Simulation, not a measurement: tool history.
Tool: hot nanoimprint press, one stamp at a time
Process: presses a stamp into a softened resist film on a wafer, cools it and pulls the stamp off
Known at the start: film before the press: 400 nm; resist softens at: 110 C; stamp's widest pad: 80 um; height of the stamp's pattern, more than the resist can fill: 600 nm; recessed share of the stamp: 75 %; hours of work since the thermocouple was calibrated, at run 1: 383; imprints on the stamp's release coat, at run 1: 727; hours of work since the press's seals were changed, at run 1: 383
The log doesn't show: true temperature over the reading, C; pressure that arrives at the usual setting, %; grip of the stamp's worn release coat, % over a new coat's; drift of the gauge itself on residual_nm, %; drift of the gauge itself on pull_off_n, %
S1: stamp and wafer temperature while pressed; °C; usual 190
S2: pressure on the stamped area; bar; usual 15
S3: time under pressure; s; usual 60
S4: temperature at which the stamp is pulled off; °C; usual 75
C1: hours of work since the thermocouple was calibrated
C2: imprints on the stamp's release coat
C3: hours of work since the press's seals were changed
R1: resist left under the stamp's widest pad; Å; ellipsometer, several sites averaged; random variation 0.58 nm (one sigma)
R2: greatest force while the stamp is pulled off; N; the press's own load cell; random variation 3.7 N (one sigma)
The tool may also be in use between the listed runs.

run 1 hour=0 | S1=190 S2=15 S3=60 S4=75 | C1=383 C2=727 C3=383 | R1=1404 R2=189
run 2 hour=43.9 | S1=190 S2=15 S3=60 S4=75 | C1=401 C2=807 C3=401 | R1=1404 R2=187
-- hour=141.2 stamp cleaned and given a new release coat
run 3 hour=147.5 | S1=190 S2=15 S3=46 S4=75 | C1=441 C2=12 C3=441 | R1=1563 R2=178
run 4 hour=234.2 | S1=190 S2=15 S3=46 S4=75 | C1=476 C2=169 C3=476 | R1=1547 R2=182
run 5 hour=321.2 | S1=190 S2=15 S3=46 S4=75 | C1=512 C2=327 C3=512 | R1=1545 R2=179
-- hour=336.3 plate thermocouple calibrated
run 6 hour=383.5 | S1=190 S2=15 S3=46 S4=75 | C1=19 C2=435 C3=536 | R1=1544 R2=180
run 7 hour=453.3 | S1=190 S2=15 S3=46 S4=75 | C1=48 C2=562 C3=564 | R1=1545 R2=184
run 8 hour=520.3 | S1=190 S2=15 S3=46 S4=75 | C1=75 C2=684 C3=592 | R1=1548 R2=179
run 9 hour=588.2 | S1=190 S2=15 S3=46 S4=75 | C1=103 C2=807 C3=620 | R1=1543 R2=185
run 10 hour=670 | S1=189 S2=15 S3=60 S4=75 | C1=137 C2=956 C3=653 | R1=1434 R2=185
-- hour=693.3 stamp cleaned and given a new release coat
run 11 hour=751.5 | S1=190 S2=15 S3=60 S4=75 | C1=167 C2=106 C3=684 | R1=1386 R2=178
run 12 hour=823.6 | S1=190 S2=13.8 S3=60 S4=75 | C1=197 C2=237 C3=714 | R1=1447 R2=183
run 13 hour=870 | S1=190 S2=15 S3=60 S4=83 | C1=216 C2=321 C3=733 | R1=1393 R2=155
run 14 hour=958.7 | S1=190 S2=15 S3=60 S4=83 | C1=252 C2=483 C3=769 | R1=1388 R2=162
run 15 hour=1014.7 | S1=190 S2=15 S3=60 S4=83 | C1=275 C2=584 C3=792 | R1=1391 R2=160
-- hour=1081.8 press's hydraulic seals changed and the load cell set to zero
run 16 hour=1092 | S1=190 S2=15 S3=60 S4=83 | C1=304 C2=710 C3=4 | R1=1373 R2=158
run 17 hour=1181 | S1=180 S2=15 S3=78 S4=79 | C1=340 C2=872 C3=41 | R1=1760 R2=169
-- hour=1247.1 stamp cleaned and given a new release coat
run 18 hour=1259.8 | S1=190 S2=15 S3=57 S4=75 | C1=370 C2=23 C3=70 | R1=1407 R2=181
run 19 hour=1347.8 | S1=190 S2=15 S3=57 S4=75 | C1=406 C2=183 C3=106 | R1=1402 R2=176
run 20 hour=1406 | S1=190 S2=14 S3=73 S4=75 | C1=430 C2=289 C3=130 | R1=1319 R2=187
-- hour=1477.3 gauge calibrated
run 21 hour=1477.3 | S1=182 S2=15 S3=60 S4=75 | C1=459 C2=419 C3=159 | R1=1837 R2=182
run 22 hour=1568.3 | S1=182 S2=15 S3=89 S4=81 | C1=496 C2=584 C3=197 | R1=1576 R2=167
-- hour=1625.3 plate thermocouple calibrated
run 23 hour=1668.9 | S1=198 S2=22.2 S3=47 S4=66 | C1=18 C2=761 C3=237 | R1=969 R2=210
run 24 hour=1746.6 | S1=190 S2=15 S3=60 S4=82 | C1=50 C2=903 C3=268 | R1=1404 R2=163
-- hour=1792.7 stamp cleaned and given a new release coat
run 25 hour=1819.9 | S1=194 S2=15 S3=60 S4=75 | C1=77 C2=49 C3=296 | R1=1228 R2=181
run 26 hour=1890.1 | S1=194 S2=15 S3=60 S4=75 | C1=106 C2=177 C3=325 | R1=1235 R2=177
run 27 hour=1946.6 | S1=195 S2=15 S3=92 S4=75 | C1=129 C2=279 C3=348 | R1=1001 R2=176
run 28 hour=2039.7 | S1=195 S2=15 S3=92 S4=75 | C1=167 C2=449 C3=386 | R1=1002 R2=179
run 29 hour=2085.8 | S1=190 S2=9.9 S3=58 S4=74 | C1=186 C2=532 C3=405 | R1=1729 R2=184
run 30 hour=2159.4 | S1=190 S2=15 S3=120 S4=73 | C1=216 C2=666 C3=435 | R1=1060 R2=194
run 31 hour=2208.8 | S1=201 S2=17.9 S3=60 S4=75 | C1=236 C2=756 C3=455 | R1=896 R2=175

Hidden state at the last listed run before each entry between runs and at the first one after, where it differs:
Between runs 2 and 3: stamp cleaned and given a new release coat (hour 141.2)
  true temperature over the reading, C: 0.09 -> 0.1; pressure that arrives at the usual setting, %: 99.92 -> 99.91; grip of the stamp's worn release coat, % over a new coat's: 1.3 -> 0; drift of the gauge itself on residual_nm, %: -0.07 -> -0.22
  measured less the result without the state, R1: -5 -> -7 Å
Between runs 5 and 6: plate thermocouple calibrated (hour 336.3)
  true temperature over the reading, C: 0.11 -> 0; pressure that arrives at the usual setting, %: 99.9 -> 99.89; grip of the stamp's worn release coat, % over a new coat's: 0.5 -> 0.7; drift of the gauge itself on residual_nm, %: -0.49 -> -0.59
  measured less the result without the state, R1: -13 -> -8 Å
Between runs 10 and 11: stamp cleaned and given a new release coat (hour 693.3)
  pressure that arrives at the usual setting, %: 99.87 -> 99.86; grip of the stamp's worn release coat, % over a new coat's: 1.5 -> 0.2; drift of the gauge itself on residual_nm, %: -1.03 -> -1.15
  measured less the result without the state, R1: -16 -> -16 Å
Between runs 15 and 16: press's hydraulic seals changed and the load cell set to zero (hour 1081.8)
  pressure that arrives at the usual setting, %: 99.84 -> 100.02; grip of the stamp's worn release coat, % over a new coat's: 0.9 -> 1.1; drift of the gauge itself on residual_nm, %: -1.56 -> -1.67
  measured less the result without the state, R1: -24 -> -26 Å
Between runs 17 and 18: stamp cleaned and given a new release coat (hour 1247.1)
  true temperature over the reading, C: 0.07 -> 0.08; grip of the stamp's worn release coat, % over a new coat's: 1.4 -> 0; drift of the gauge itself on residual_nm, %: -1.81 -> -1.92
  measured less the result without the state, R1: -37 -> -31 Å
Between runs 20 and 21: gauge calibrated (hour 1477.3)
  true temperature over the reading, C: 0.09 -> 0.1; grip of the stamp's worn release coat, % over a new coat's: 0.4 -> 0.7; drift of the gauge itself on residual_nm, %: -2.15 -> 0
  measured less the result without the state, R1: -33 -> -6 Å
Between runs 22 and 23: plate thermocouple calibrated (hour 1625.3)
  true temperature over the reading, C: 0.11 -> 0; pressure that arrives at the usual setting, %: 99.98 -> 99.97; grip of the stamp's worn release coat, % over a new coat's: 0.9 -> 1.2; drift of the gauge itself on residual_nm, %: -0.14 -> -0.29
  measured less the result without the state, R1: -8 -> -3 Å
Between runs 24 and 25: stamp cleaned and given a new release coat (hour 1792.7)
  pressure that arrives at the usual setting, %: 99.97 -> 99.96; grip of the stamp's worn release coat, % over a new coat's: 1.5 -> 0.1; drift of the gauge itself on residual_nm, %: -0.42 -> -0.52
  measured less the result without the state, R1: -6 -> -7 Å

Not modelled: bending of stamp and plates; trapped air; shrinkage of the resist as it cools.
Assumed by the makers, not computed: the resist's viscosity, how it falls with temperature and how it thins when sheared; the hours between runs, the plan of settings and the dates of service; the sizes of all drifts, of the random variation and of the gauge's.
